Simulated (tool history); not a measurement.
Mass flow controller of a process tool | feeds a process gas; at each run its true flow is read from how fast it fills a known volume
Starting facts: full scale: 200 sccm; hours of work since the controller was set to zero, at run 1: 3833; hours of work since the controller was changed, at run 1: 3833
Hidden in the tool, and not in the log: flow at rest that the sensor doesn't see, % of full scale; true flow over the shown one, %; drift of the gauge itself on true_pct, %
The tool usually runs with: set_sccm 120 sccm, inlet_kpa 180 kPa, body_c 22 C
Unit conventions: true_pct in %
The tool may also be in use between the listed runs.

run    hour  set_sccm  inlet_kpa  body_c  hours of work since the controller was set to zero  hours of work since the controller was changed  true_pct
  1       0       120        180      22                                                3833                                            3833    100.21
        282  -- controller's zero set anew
  2   323.3       120        180      22                                                  27                                            4046    100.15
  3   684.2       120        180      22                                                 265                                            4284    100.24
  4    1142       157        180      22                                                 567                                            4585    100.23
  5  1612.6       157        180      22                                                 876                                            4895    100.19
  6  1881.7       120        180      22                                                1054                                            5072    100.04
  7  2326.3       120        180      22                                                1347                                            5365     100.2
  8  2710.1       120        180      22                                                1599                                            5618       100
  9  3045.2       120        180      22                                                1820                                            5839    100.14
 10  3287.3       120        152      22                                                1980                                            5998    100.25
 11  3607.6       120        152      22                                                2190                                            6209     100.2
 12  4124.2       120        152      22                                                2531                                            6549    100.17
 13  4342.5       120        152      22                                                2675                                            6693    100.21
 14  4807.5       120        152      22                                                2981                                            6999    100.09
 15  5103.6       120        152      22                                                3176                                            7194    100.19
 16  5397.5       120        152      31                                                3370                                            7388     99.44
 17  5753.7       120        152      31                                                3604                                            7623     99.36
 18  6177.8       120        257      36                                                3883                                            7902     98.42
     6390.6  -- controller's zero set anew
 19    6464       120        257      36                                                  48                                            8090     98.43
     6658.6  -- controller exchanged for a calibrated one
 20    6892       120        257      36                                                 154                                             154     98.48
 21  7178.6       105        143      32                                                 342                                             342     99.26
 22  7551.7       120        162      22                                                 588                                             588     100.2
 23  7967.4       120        271      22                                                 862                                             862     99.67
 24    8349       120        217      29                                                1113                                            1113     99.27
 25    8720       120        217      29                                                1358                                            1358     99.26
 26  8989.8       144        252      35                                                1536                                            1536     98.56
 27  9320.6       144        252      35                                                1753                                            1753     98.73
 28  9587.1       120        223      22                                                1929                                            1929     99.93

5 ways to go on from here, each from the tool as it stands after run 28. What would each give?
  A  10006.5        40        171      34                                                2205                                            2205         ?
  B  10006.5       148        180      32                                                2205                                            2205         ?
  C  10006.5       183        180      22                                                2205                                            2205         ?
  D  10006.5        22        191      20                                                2205                                            2205         ?
  E  10006.5       120        150      27                                                2205                                            2205         ?

run  true_pct
  A     98.83
  B     99.26
  C     100.4
  D     99.97
  E     99.72
Without the tool's hidden state the same runs would have given:
run  true_pct
  A     98.83
  B     99.26
  C     100.4
  D     99.96
  E     99.72

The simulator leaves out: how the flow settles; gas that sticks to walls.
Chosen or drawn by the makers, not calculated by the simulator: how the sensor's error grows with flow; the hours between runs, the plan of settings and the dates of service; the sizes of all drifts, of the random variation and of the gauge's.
